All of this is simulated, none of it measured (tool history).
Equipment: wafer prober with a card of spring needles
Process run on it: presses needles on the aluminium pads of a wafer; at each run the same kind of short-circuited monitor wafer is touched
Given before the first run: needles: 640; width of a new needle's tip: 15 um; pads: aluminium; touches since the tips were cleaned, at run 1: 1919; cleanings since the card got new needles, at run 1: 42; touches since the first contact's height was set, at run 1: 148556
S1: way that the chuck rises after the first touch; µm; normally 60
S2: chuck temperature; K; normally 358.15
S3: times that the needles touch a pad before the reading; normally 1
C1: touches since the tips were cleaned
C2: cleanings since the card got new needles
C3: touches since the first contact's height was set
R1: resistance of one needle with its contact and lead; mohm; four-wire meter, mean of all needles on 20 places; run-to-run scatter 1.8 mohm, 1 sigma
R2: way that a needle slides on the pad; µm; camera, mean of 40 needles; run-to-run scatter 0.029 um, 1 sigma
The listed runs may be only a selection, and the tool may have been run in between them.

{"run": 1, "hour": 0.0, "S1": 60, "S2": 358.15, "S3": 1, "C1": 1919, "C2": 42, "C3": 148556, "R1": 183, "R2": 8.8}
{"hour": 3.0, "done": "tips cleaned on abrasive film"}
{"run": 2, "hour": 8.7, "S1": 73, "S2": 358.15, "S3": 1, "C1": 2569, "C2": 43, "C3": 152453, "R1": 180, "R2": 10.73}
{"hour": 10.1, "done": "tips cleaned on abrasive film"}
{"run": 3, "hour": 16.3, "S1": 60, "S2": 358.15, "S3": 2, "C1": 2840, "C2": 44, "C3": 155855, "R1": 182, "R2": 8.82}
{"hour": 16.9, "done": "tips cleaned on abrasive film"}
{"hour": 23.8, "done": "tips cleaned on abrasive film"}
{"run": 4, "hour": 27.1, "S1": 60, "S2": 358.15, "S3": 2, "C1": 1469, "C2": 46, "C3": 160615, "R1": 182, "R2": 8.85}
{"hour": 30.5, "done": "tips cleaned on abrasive film"}
{"run": 5, "hour": 37.0, "S1": 60, "S2": 358.15, "S3": 2, "C1": 2922, "C2": 47, "C3": 165052, "R1": 185, "R2": 8.86}
{"hour": 37.6, "done": "tips cleaned on abrasive film"}
{"hour": 44.8, "done": "tips cleaned on abrasive film"}
{"run": 6, "hour": 45.6, "S1": 60, "S2": 380.15, "S3": 2, "C1": 336, "C2": 49, "C3": 168843, "R1": 189, "R2": 8.87}
{"hour": 51.5, "done": "tips cleaned on abrasive film"}
{"run": 7, "hour": 52.5, "S1": 60, "S2": 380.15, "S3": 2, "C1": 472, "C2": 50, "C3": 171957, "R1": 186, "R2": 8.9}
{"hour": 58.5, "done": "tips cleaned on abrasive film"}
{"run": 8, "hour": 61.5, "S1": 60, "S2": 334.15, "S3": 1, "C1": 1347, "C2": 51, "C3": 175967, "R1": 175, "R2": 8.94}
{"hour": 65.9, "done": "tips cleaned on abrasive film"}
{"run": 9, "hour": 66.6, "S1": 60, "S2": 358.15, "S3": 1, "C1": 306, "C2": 52, "C3": 178221, "R1": 182, "R2": 8.95}
{"hour": 72.7, "done": "tips cleaned on abrasive film"}
{"run": 10, "hour": 73.9, "S1": 60, "S2": 358.15, "S3": 1, "C1": 550, "C2": 53, "C3": 181467, "R1": 186, "R2": 8.98}
{"hour": 79.9, "done": "tips cleaned on abrasive film"}
{"run": 11, "hour": 82.7, "S1": 56, "S2": 358.15, "S3": 1, "C1": 1288, "C2": 54, "C3": 185416, "R1": 187, "R2": 8.36}
{"hour": 86.6, "done": "tips cleaned on abrasive film"}
{"run": 12, "hour": 87.4, "S1": 63, "S2": 358.15, "S3": 1, "C1": 357, "C2": 55, "C3": 187471, "R1": 180, "R2": 9.42}
{"hour": 93.3, "done": "tips cleaned on abrasive film"}
{"hour": 94.2, "done": "gauge calibrated"}
{"run": 13, "hour": 95.6, "S1": 60, "S2": 358.15, "S3": 1, "C1": 1036, "C2": 56, "C3": 191169, "R1": 182, "R2": 8.82}
{"hour": 100.2, "done": "tips cleaned on abrasive film"}
{"run": 14, "hour": 105.6, "S1": 60, "S2": 358.15, "S3": 1, "C1": 2442, "C2": 57, "C3": 195612, "R1": 184, "R2": 8.79}
{"hour": 107.4, "done": "tips cleaned on abrasive film"}
{"hour": 111.0, "done": "height of the first contact set anew"}
{"run": 15, "hour": 113.3, "S1": 60, "S2": 358.15, "S3": 1, "C1": 2528, "C2": 58, "C3": 1038, "R1": 184, "R2": 8.8}
{"hour": 115.2, "done": "tips cleaned on abrasive film"}
{"run": 16, "hour": 118.4, "S1": 60, "S2": 358.15, "S3": 1, "C1": 1469, "C2": 59, "C3": 3318, "R1": 182, "R2": 8.87}
{"hour": 122.1, "done": "tips cleaned on abrasive film"}
{"run": 17, "hour": 125.9, "S1": 60, "S2": 358.15, "S3": 1, "C1": 1741, "C2": 60, "C3": 6661, "R1": 185, "R2": 8.85}
{"hour": 129.2, "done": "tips cleaned on abrasive film"}
{"run": 18, "hour": 131.3, "S1": 72, "S2": 358.15, "S3": 1, "C1": 962, "C2": 61, "C3": 9042, "R1": 181, "R2": 10.64}
{"hour": 136.2, "done": "tips cleaned on abrasive film"}
{"run": 19, "hour": 139.2, "S1": 60, "S2": 313.15, "S3": 2, "C1": 1369, "C2": 62, "C3": 12583, "R1": 176, "R2": 8.89}
{"hour": 143.0, "done": "tips cleaned on abrasive film"}
{"run": 20, "hour": 149.3, "S1": 68, "S2": 313.15, "S3": 2, "C1": 2816, "C2": 63, "C3": 17080, "R1": 169, "R2": 10.13}
{"hour": 150.3, "done": "tips cleaned on abrasive film"}
{"hour": 157.3, "done": "tips cleaned on abrasive film"}
{"run": 21, "hour": 157.3, "S1": 68, "S2": 332.15, "S3": 2, "C1": 0, "C2": 65, "C3": 20631, "R1": 172, "R2": 10.08}
{"hour": 164.7, "done": "tips cleaned on abrasive film"}
{"run": 22, "hour": 166.0, "S1": 68, "S2": 361.15, "S3": 1, "C1": 596, "C2": 66, "C3": 24519, "R1": 181, "R2": 10.13}
{"hour": 171.5, "done": "tips cleaned on abrasive film"}
{"run": 23, "hour": 175.6, "S1": 60, "S2": 304.15, "S3": 2, "C1": 1835, "C2": 67, "C3": 28804, "R1": 171, "R2": 8.96}
{"hour": 178.5, "done": "tips cleaned on abrasive film"}
{"hour": 185.5, "done": "tips cleaned on abrasive film"}
{"run": 24, "hour": 185.8, "S1": 60, "S2": 358.15, "S3": 1, "C1": 113, "C2": 69, "C3": 33326, "R1": 185, "R2": 9.04}
{"hour": 192.7, "done": "tips cleaned on abrasive film"}
{"run": 25, "hour": 194.7, "S1": 47, "S2": 371.15, "S3": 1, "C1": 881, "C2": 70, "C3": 37293, "R1": 191, "R2": 7.07}
{"hour": 199.5, "done": "tips cleaned on abrasive film"}
{"run": 26, "hour": 204.9, "S1": 78, "S2": 301.15, "S3": 1, "C1": 2439, "C2": 71, "C3": 41867, "R1": 166, "R2": 11.75}
{"hour": 206.6, "done": "tips cleaned on abrasive film"}
{"hour": 213.9, "done": "tips cleaned on abrasive film"}
{"run": 27, "hour": 214.9, "S1": 78, "S2": 301.15, "S3": 1, "C1": 440, "C2": 73, "C3": 46285, "R1": 167, "R2": 11.76}
{"hour": 220.6, "done": "tips cleaned on abrasive film"}
{"run": 28, "hour": 221.9, "S1": 43, "S2": 337.15, "S3": 1, "C1": 591, "C2": 74, "C3": 49416, "R1": 188, "R2": 6.52}
{"hour": 227.2, "done": "tips cleaned on abrasive film"}
{"run": 29, "hour": 227.5, "S1": 60, "S2": 300.15, "S3": 3, "C1": 143, "C2": 75, "C3": 51937, "R1": 170, "R2": 9.12}
{"hour": 234.4, "done": "tips cleaned on abrasive film"}
{"run": 30, "hour": 237.5, "S1": 50, "S2": 358.15, "S3": 2, "C1": 1424, "C2": 76, "C3": 56392, "R1": 187, "R2": 7.61}
{"hour": 241.5, "done": "tips cleaned on abrasive film"}
{"run": 31, "hour": 242.5, "S1": 59, "S2": 388.15, "S3": 1, "C1": 450, "C2": 77, "C3": 58597, "R1": 191, "R2": 8.98}

Describe how what the log doesn't record of the tool's condition differs between the last listed run preceding each entry between runs and the first listed run following it.
In the gap between runs 1 and 2: tips cleaned on abrasive film (hour 3)
  tips' diameter, um: 15 -> 15.01; drift of the gauge itself on scrub_um, %: 0 -> 0.24
  difference, measured minus the result without the unlogged condition, R2: +0 -> +0.03 µm
In the gap between runs 2 and 3: tips cleaned on abrasive film (hour 10.1)
  drift of the gauge itself on scrub_um, %: 0.24 -> 0.44
  difference, measured minus the result without the unlogged condition, R2: +0.03 -> +0.04 µm
In the gap between runs 3 and 4: tips cleaned on abrasive film (hour 16.9); tips cleaned on abrasive film (hour 23.8)
  debris on the tips, nm: 0.6 -> 0.5; way that the needles fall short of the set height, um: 0.01 -> 0.02; drift of the gauge itself on scrub_um, %: 0.44 -> 0.73
  difference, measured minus the result without the unlogged condition, R2: +0.04 -> +0.06 µm
In the gap between runs 4 and 5: tips cleaned on abrasive film (hour 30.5)
  debris on the tips, nm: 0.5 -> 0.6; drift of the gauge itself on scrub_um, %: 0.73 -> 1
  difference, measured minus the result without the unlogged condition, R2: +0.06 -> +0.09 µm
In the gap between runs 5 and 6: tips cleaned on abrasive film (hour 37.6); tips cleaned on abrasive film (hour 44.8)
  debris on the tips, nm: 0.6 -> 0.1; drift of the gauge itself on scrub_um, %: 1 -> 1.23
  difference, measured minus the result without the unlogged condition, R2: +0.09 -> +0.11 µm
In the gap between runs 6 and 7: tips cleaned on abrasive film (hour 51.5)
  debris on the tips, nm: 0.1 -> 0.2; drift of the gauge itself on scrub_um, %: 1.23 -> 1.42
  difference, measured minus the result without the unlogged condition, R2: +0.11 -> +0.12 µm
In the gap between runs 7 and 8: tips cleaned on abrasive film (hour 58.5)
  debris on the tips, nm: 0.2 -> 0.4; drift of the gauge itself on scrub_um, %: 1.42 -> 1.66
  difference, measured minus the result without the unlogged condition, R2: +0.12 -> +0.14 µm
In the gap between runs 8 and 9: tips cleaned on abrasive film (hour 65.9)
  debris on the tips, nm: 0.4 -> 0.1; drift of the gauge itself on scrub_um, %: 1.66 -> 1.8
  difference, measured minus the result without the unlogged condition, R2: +0.14 -> +0.16 µm
In the gap between runs 9 and 10: tips cleaned on abrasive film (hour 72.7)
  debris on the tips, nm: 0.1 -> 0.2; drift of the gauge itself on scrub_um, %: 1.8 -> 1.99
  difference, measured minus the result without the unlogged condition, R2: +0.16 -> +0.17 µm
In the gap between runs 10 and 11: tips cleaned on abrasive film (hour 79.9)
  debris on the tips, nm: 0.2 -> 0.4; drift of the gauge itself on scrub_um, %: 1.99 -> 2.23
  difference, measured minus the result without the unlogged condition, R2: +0.17 -> +0.18 µm
In the gap between runs 11 and 12: tips cleaned on abrasive film (hour 86.6)
  debris on the tips, nm: 0.4 -> 0.2; drift of the gauge itself on scrub_um, %: 2.23 -> 2.36
  difference, measured minus the result without the unlogged condition, R2: +0.18 -> +0.21 µm
In the gap between runs 12 and 13: tips cleaned on abrasive film (hour 93.3); gauge calibrated (hour 94.2)
  debris on the tips, nm: 0.2 -> 0.3; drift of the gauge itself on scrub_um, %: 2.36 -> 0.04
  difference, measured minus the result without the unlogged condition, R2: +0.21 -> +0.01 µm
In the gap between runs 13 and 14: tips cleaned on abrasive film (hour 100.2)
  debris on the tips, nm: 0.3 -> 0.6; drift of the gauge itself on scrub_um, %: 0.04 -> 0.31
  difference, measured minus the result without the unlogged condition, R2: +0.01 -> +0.03 µm
In the gap between runs 14 and 15: tips cleaned on abrasive film (hour 107.4); height of the first contact set anew (hour 111)
  way that the needles fall short of the set height, um: 0.02 -> 0; drift of the gauge itself on scrub_um, %: 0.31 -> 0.51
  difference, measured minus the result without the unlogged condition, R2: +0.03 -> +0.05 µm
In the gap between runs 15 and 16: tips cleaned on abrasive film (hour 115.2)
  debris on the tips, nm: 0.6 -> 0.4; drift of the gauge itself on scrub_um, %: 0.51 -> 0.65
  difference, measured minus the result without the unlogged condition, R2: +0.05 -> +0.06 µm
In the gap between runs 16 and 17: tips cleaned on abrasive film (hour 122.1)
  debris on the tips, nm: 0.4 -> 0.5; drift of the gauge itself on scrub_um, %: 0.65 -> 0.85
  difference, measured minus the result without the unlogged condition, R2: +0.06 -> +0.07 µm
In the gap between runs 17 and 18: tips cleaned on abrasive film (hour 129.2)
  debris on the tips, nm: 0.5 -> 0.3; drift of the gauge itself on scrub_um, %: 0.85 -> 0.99
  difference, measured minus the result without the unlogged condition, R2: +0.07 -> +0.11 µm
In the gap between runs 18 and 19: tips cleaned on abrasive film (hour 136.2)
  debris on the tips, nm: 0.3 -> 0.4; drift of the gauge itself on scrub_um, %: 0.99 -> 1.21
  difference, measured minus the result without the unlogged condition, R2: +0.11 -> +0.1 µm
In the gap between runs 19 and 20: tips cleaned on abrasive film (hour 143)
  debris on the tips, nm: 0.4 -> 0.6; drift of the gauge itself on scrub_um, %: 1.21 -> 1.48
  difference, measured minus the result without the unlogged condition, R2: +0.1 -> +0.14 µm
In the gap between runs 20 and 21: tips cleaned on abrasive film (hour 150.3); tips cleaned on abrasive film (hour 157.3)
  debris on the tips, nm: 0.6 -> 0.1; drift of the gauge itself on scrub_um, %: 1.48 -> 1.7
  difference, measured minus the result without the unlogged condition, R2: +0.14 -> +0.17 µm
In the gap between runs 21 and 22: tips cleaned on abrasive film (hour 164.7)
  debris on the tips, nm: 0.1 -> 0.3; drift of the gauge itself on scrub_um, %: 1.7 -> 1.93
  difference, measured minus the result without the unlogged condition, R2: +0.17 -> +0.19 µm
In the gap between runs 22 and 23: tips cleaned on abrasive film (hour 171.5)
  debris on the tips, nm: 0.3 -> 0.5; drift of the gauge itself on scrub_um, %: 1.93 -> 2.19
  difference, measured minus the result without the unlogged condition, R2: +0.19 -> +0.19 µm
In the gap between runs 23 and 24: tips cleaned on abrasive film (hour 178.5); tips cleaned on abrasive film (hour 185.5)
  debris on the tips, nm: 0.5 -> 0.1; drift of the gauge itself on scrub_um, %: 2.19 -> 2.46
  difference, measured minus the result without the unlogged condition, R2: +0.19 -> +0.22 µm
In the gap between runs 24 and 25: tips cleaned on abrasive film (hour 192.7)
  debris on the tips, nm: 0.1 -> 0.3; drift of the gauge itself on scrub_um, %: 2.46 -> 2.7
  difference, measured minus the result without the unlogged condition, R2: +0.22 -> +0.18 µm
In the gap between runs 25 and 26: tips cleaned on abrasive film (hour 199.5)
  debris on the tips, nm: 0.3 -> 0.6; drift of the gauge itself on scrub_um, %: 2.7 -> 2.98
  difference, measured minus the result without the unlogged condition, R2: +0.18 -> +0.33 µm
In the gap between runs 26 and 27: tips cleaned on abrasive film (hour 206.6); tips cleaned on abrasive film (hour 213.9)
  debris on the tips, nm: 0.6 -> 0.2; drift of the gauge itself on scrub_um, %: 2.98 -> 3.25
  difference, measured minus the result without the unlogged condition, R2: +0.33 -> +0.37 µm
In the gap between runs 27 and 28: tips cleaned on abrasive film (hour 220.6)
  way that the needles fall short of the set height, um: 0 -> 0.01; drift of the gauge itself on scrub_um, %: 3.25 -> 3.44
  difference, measured minus the result without the unlogged condition, R2: +0.37 -> +0.21 µm
In the gap between runs 28 and 29: tips cleaned on abrasive film (hour 227.2)
  debris on the tips, nm: 0.2 -> 0.1; drift of the gauge itself on scrub_um, %: 3.44 -> 3.59
  difference, measured minus the result without the unlogged condition, R2: +0.21 -> +0.31 µm
In the gap between runs 29 and 30: tips cleaned on abrasive film (hour 234.4)
  debris on the tips, nm: 0.1 -> 0.5; drift of the gauge itself on scrub_um, %: 3.59 -> 3.86
  difference, measured minus the result without the unlogged condition, R2: +0.31 -> +0.28 µm
In the gap between runs 30 and 31: tips cleaned on abrasive film (hour 241.5)
  debris on the tips, nm: 0.5 -> 0.2; drift of the gauge itself on scrub_um, %: 3.86 -> 3.99
  difference, measured minus the result without the unlogged condition, R2: +0.28 -> +0.35 µm
